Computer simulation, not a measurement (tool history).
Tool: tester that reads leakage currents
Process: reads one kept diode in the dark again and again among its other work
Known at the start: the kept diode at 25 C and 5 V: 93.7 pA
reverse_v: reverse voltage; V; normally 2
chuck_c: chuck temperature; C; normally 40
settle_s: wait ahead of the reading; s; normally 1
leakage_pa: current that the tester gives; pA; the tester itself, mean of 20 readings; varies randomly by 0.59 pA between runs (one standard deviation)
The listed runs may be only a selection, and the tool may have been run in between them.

run 1 day=0 | reverse_v=2 chuck_c=40 settle_s=1 | leakage_pa=180.93
run 2 day=3.208 | reverse_v=2 chuck_c=40 settle_s=1 | leakage_pa=180.62
run 3 day=4.554 | reverse_v=18.27 chuck_c=40 settle_s=1 | leakage_pa=689.69
run 4 day=6.162 | reverse_v=2 chuck_c=40 settle_s=1 | leakage_pa=179.59
run 5 day=9.075 | reverse_v=2 chuck_c=40 settle_s=1 | leakage_pa=179.64
run 6 day=11.588 | reverse_v=2 chuck_c=40 settle_s=1 | leakage_pa=179.09
run 7 day=14.375 | reverse_v=2 chuck_c=40 settle_s=1 | leakage_pa=178.66
run 8 day=16.146 | reverse_v=2 chuck_c=40 settle_s=1 | leakage_pa=178.32
run 9 day=18.675 | reverse_v=2 chuck_c=40 settle_s=1 | leakage_pa=178.39
run 10 day=20.067 | reverse_v=12.81 chuck_c=40 settle_s=1 | leakage_pa=550
run 11 day=23.267 | reverse_v=12.81 chuck_c=40 settle_s=1 | leakage_pa=546.17
run 12 day=24.871 | reverse_v=12.81 chuck_c=40 settle_s=1 | leakage_pa=546.77
run 13 day=26.346 | reverse_v=2 chuck_c=40 settle_s=1 | leakage_pa=175.38
-- day=28.433 chuck's temperature calibrated
run 14 day=28.471 | reverse_v=6.98 chuck_c=40 settle_s=1 | leakage_pa=427.2
run 15 day=31.008 | reverse_v=2 chuck_c=40 settle_s=1 | leakage_pa=200.54
-- day=31.262 probe card cleaned and baked
run 16 day=33.271 | reverse_v=6 chuck_c=40 settle_s=0.67 | leakage_pa=394.97
run 17 day=35.329 | reverse_v=3.69 chuck_c=50 settle_s=1 | leakage_pa=623.95
run 18 day=37.608 | reverse_v=10.75 chuck_c=21 settle_s=0.4 | leakage_pa=140.8
-- day=37.917 probe card cleaned and baked, once more
run 19 day=40.671 | reverse_v=1.61 chuck_c=45 settle_s=4.56 | leakage_pa=254.09
run 20 day=43.775 | reverse_v=17.19 chuck_c=21 settle_s=6.57 | leakage_pa=134.88

Run 21 has not been measured yet. What should we expect?
run 21 day=45.779 | reverse_v=7.02 chuck_c=21 settle_s=6.03 | leakage_pa=?

Run 21 yielded leakage_pa 78.56 pA.
With the hidden condition absent and the run-to-run variation left alone, this run would have shown leakage_pa 79.39 pA.
